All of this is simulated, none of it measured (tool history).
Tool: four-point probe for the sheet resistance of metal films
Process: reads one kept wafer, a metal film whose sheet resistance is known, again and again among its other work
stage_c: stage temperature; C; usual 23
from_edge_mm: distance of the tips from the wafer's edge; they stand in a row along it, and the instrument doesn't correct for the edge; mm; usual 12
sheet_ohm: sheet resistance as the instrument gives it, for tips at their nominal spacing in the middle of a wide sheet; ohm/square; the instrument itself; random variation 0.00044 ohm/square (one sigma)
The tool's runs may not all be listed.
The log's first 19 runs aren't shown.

run     day  stage_c  from_edge_mm  touches since the probe head was changed  hours of work since the stage's thermometer was calibrated  sheet_ohm
 20  28.438       23            12                                     51488                                                         304   2.200494
 21  29.267       23            12                                     52010                                                         316   2.199879
 22  30.675       23            12                                     52899                                                         337   2.200595
 23  31.717       23            12                                     53557                                                         353   2.200459
 24  33.129       22            12                                     54447                                                         374   2.202575
 25  34.633       21            54                                     55396                                                         396     2.1973
 26  35.917       33            28                                     56206                                                         416   2.171059
 27  37.175       26             4                                     56999                                                         434    2.25584
 28  38.329       26             4                                     57729                                                         452   2.257203
 29  39.754       26             5                                     58627                                                         473   2.231745
 30  40.862       26             5                                     59327                                                         490   2.232449
 31  42.254       26             5                                     60203                                                         510   2.232318
 32  43.604       26             5                                     61055                                                         531    2.23299
 33  45.517       26             5                                     62262                                                         559   2.232496
 34  46.775       23            12                                     63056                                                         578    2.20138
 35  47.812       23            12                                     63709                                                         594   2.201463
 36  49.517       23            12                                     64787                                                         619   2.201842
 37  50.754       27            12                                     65567                                                         638   2.192684
 38  52.717       29            21                                     66805                                                         667    2.18337
 39  54.404       20            30                                     67868                                                         692   2.201857
 40  55.754       26            21                                     68722                                                         713   2.189529
 41  57.717       26            21                                     69959                                                         742   2.190714
 42  59.142       19            44                                     70857                                                         763   2.205312
 43  60.621       24            19                                     71792                                                         785   2.195722

4 ways to go on from here, each from the tool as it stands after run 43. What would each give?
  A  62.467       22             3                                     72954                                                         813          ?
  B  62.467       30            41                                     72954                                                         813          ?
  C  62.467       23             4                                     72954                                                         813          ?
  D  62.467       26            18                                     72954                                                         813          ?

run  sheet_ohm
  A   2.320453
  B   2.179862
  C   2.265594
  D   2.191389
Without the tool's hidden state the same runs would have given:
run  sheet_ohm
  A    2.31512
  B   2.174866
  C   2.260383
  D   2.186352

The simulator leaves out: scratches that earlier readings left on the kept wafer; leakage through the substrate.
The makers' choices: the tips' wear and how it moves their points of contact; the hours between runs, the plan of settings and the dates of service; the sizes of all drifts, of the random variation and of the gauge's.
